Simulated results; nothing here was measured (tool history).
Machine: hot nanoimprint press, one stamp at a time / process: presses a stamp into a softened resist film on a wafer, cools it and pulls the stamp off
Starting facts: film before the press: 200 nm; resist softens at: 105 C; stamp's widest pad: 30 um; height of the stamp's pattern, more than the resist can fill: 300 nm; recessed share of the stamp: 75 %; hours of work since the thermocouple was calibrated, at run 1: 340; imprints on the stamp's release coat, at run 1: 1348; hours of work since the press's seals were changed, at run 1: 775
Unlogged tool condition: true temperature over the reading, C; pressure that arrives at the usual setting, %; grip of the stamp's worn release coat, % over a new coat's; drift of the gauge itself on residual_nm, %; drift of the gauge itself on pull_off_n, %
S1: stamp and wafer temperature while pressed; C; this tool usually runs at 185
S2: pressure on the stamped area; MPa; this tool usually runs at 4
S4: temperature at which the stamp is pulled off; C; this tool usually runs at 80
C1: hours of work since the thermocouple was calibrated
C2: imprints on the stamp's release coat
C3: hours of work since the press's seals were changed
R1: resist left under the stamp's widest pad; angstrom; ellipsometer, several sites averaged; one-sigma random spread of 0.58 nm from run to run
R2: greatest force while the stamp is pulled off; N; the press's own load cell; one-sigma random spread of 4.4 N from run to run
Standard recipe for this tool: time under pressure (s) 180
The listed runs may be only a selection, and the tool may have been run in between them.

run 1 hour=0 | S1=185 S2=4 time_under_pressure_(s)=180 S4=80 | C1=340 C2=1348 C3=775 | R1=985 R2=293
run 2 hour=39.7 | S1=185 S2=4 time_under_pressure_(s)=180 S4=80 | C1=364 C2=1513 C3=799 | R1=991 R2=300
run 3 hour=77.7 | S1=185 S2=4 time_under_pressure_(s)=180 S4=80 | C1=388 C2=1671 C3=823 | R1=982 R2=317
run 4 hour=105.8 | S1=185 S2=4 time_under_pressure_(s)=180 S4=80 | C1=406 C2=1788 C3=841 | R1=995 R2=313
run 5 hour=150.7 | S1=185 S2=4 time_under_pressure_(s)=313 S4=80 | C1=434 C2=1974 C3=869 | R1=843 R2=327
-- hour=166.6 plate thermocouple calibrated
run 6 hour=183.6 | S1=185 S2=4 time_under_pressure_(s)=313 S4=80 | C1=11 C2=2098 C3=888 | R1=814 R2=313
run 7 hour=217.3 | S1=185 S2=4 time_under_pressure_(s)=313 S4=80 | C1=32 C2=2238 C3=909 | R1=794 R2=322
run 8 hour=244.3 | S1=185 S2=4 time_under_pressure_(s)=313 S4=80 | C1=49 C2=2350 C3=925 | R1=810 R2=327
-- hour=273.6 stamp cleaned and given a new release coat
-- hour=284.7 press's hydraulic seals changed and the load cell set to zero
run 9 hour=303.4 | S1=185 S2=4.6 time_under_pressure_(s)=180 S4=80 | C1=77 C2=90 C3=12 | R1=874 R2=230
run 10 hour=339.2 | S1=185 S2=4.6 time_under_pressure_(s)=180 S4=80 | C1=99 C2=239 C3=34 | R1=882 R2=225
run 11 hour=378.4 | S1=185 S2=4.6 time_under_pressure_(s)=180 S4=80 | C1=124 C2=402 C3=59 | R1=874 R2=233
run 12 hour=415.8 | S1=185 S2=2.59 time_under_pressure_(s)=180 S4=80 | C1=147 C2=557 C3=82 | R1=1182 R2=250
run 13 hour=438.8 | S1=185 S2=4 time_under_pressure_(s)=180 S4=80 | C1=162 C2=653 C3=96 | R1=952 R2=246
run 14 hour=466.7 | S1=185 S2=4 time_under_pressure_(s)=335 S4=80 | C1=179 C2=768 C3=114 | R1=778 R2=253
run 15 hour=503.1 | S1=185 S2=3 time_under_pressure_(s)=180 S4=80 | C1=202 C2=920 C3=137 | R1=1105 R2=264
run 16 hour=547.3 | S1=192 S2=4.02 time_under_pressure_(s)=138 S4=83 | C1=229 C2=1103 C3=164 | R1=903 R2=247
run 17 hour=571.9 | S1=192 S2=4.02 time_under_pressure_(s)=138 S4=83 | C1=245 C2=1205 C3=180 | R1=908 R2=252
run 18 hour=618.4 | S1=192 S2=3.96 time_under_pressure_(s)=138 S4=71 | C1=274 C2=1398 C3=209 | R1=926 R2=350
run 19 hour=655.5 | S1=192 S2=3.96 time_under_pressure_(s)=138 S4=71 | C1=297 C2=1552 C3=232 | R1=911 R2=371
run 20 hour=700.3 | S1=185 S2=4 time_under_pressure_(s)=180 S4=80 | C1=325 C2=1739 C3=260 | R1=971 R2=313
run 21 hour=730.6 | S1=185 S2=5.94 time_under_pressure_(s)=180 S4=70 | C1=344 C2=1864 C3=279 | R1=789 R2=399
run 22 hour=772.5 | S1=185 S2=5.94 time_under_pressure_(s)=180 S4=70 | C1=370 C2=2038 C3=305 | R1=791 R2=411
run 23 hour=794.9 | S1=178 S2=5.94 time_under_pressure_(s)=191 S4=82 | C1=384 C2=2131 C3=319 | R1=904 R2=299
run 24 hour=834.6 | S1=182 S2=5.65 time_under_pressure_(s)=249 S4=72 | C1=409 C2=2296 C3=344 | R1=777 R2=419
-- hour=877.7 stamp cleaned and given a new release coat
run 25 hour=885.3 | S1=191 S2=4.86 time_under_pressure_(s)=197 S4=75 | C1=437 C2=31 C3=372 | R1=751 R2=250
-- hour=896.6 plate thermocouple calibrated
run 26 hour=910.3 | S1=179 S2=6.11 time_under_pressure_(s)=338 S4=76 | C1=9 C2=123 C3=386 | R1=702 R2=251
run 27 hour=934.6 | S1=196 S2=2.55 time_under_pressure_(s)=180 S4=80 | C1=24 C2=224 C3=401 | R1=973 R2=215
run 28 hour=974.5 | S1=196 S2=2.55 time_under_pressure_(s)=180 S4=80 | C1=49 C2=389 C3=426 | R1=986 R2=244
run 29 hour=996.7 | S1=177 S2=2.55 time_under_pressure_(s)=180 S4=67 | C1=63 C2=482 C3=440 | R1=1376 R2=332

Alternative continuations, all from the tool just after run 29; predict every row:
run A hour=1045.8 | S1=183 S2=4 time_under_pressure_(s)=221 S4=75 | C1=93 C2=686 C3=470 | R1=? R2=?
run B hour=1045.8 | S1=193 S2=2.55 time_under_pressure_(s)=180 S4=67 | C1=93 C2=686 C3=470 | R1=? R2=?
run C hour=1045.8 | S1=188 S2=4 time_under_pressure_(s)=140 S4=82 | C1=93 C2=686 C3=470 | R1=? R2=?
run D hour=1045.8 | S1=192 S2=5.65 time_under_pressure_(s)=180 S4=71 | C1=93 C2=686 C3=470 | R1=? R2=?
run E hour=1045.8 | S1=193 S2=3.17 time_under_pressure_(s)=180 S4=67 | C1=93 C2=686 C3=470 | R1=? R2=?

run=A R1=944 R2=294
run=B R1=1030 R2=345
run=C R1=980 R2=231
run=D R1=678 R2=309
run=E R1=930 R2=341
Stripped of hidden state, with their random variation kept, the same runs would have yielded:
run=A R1=920 R2=253
run=B R1=1012 R2=298
run=C R1=956 R2=199
run=D R1=655 R2=267
run=E R1=911 R2=295
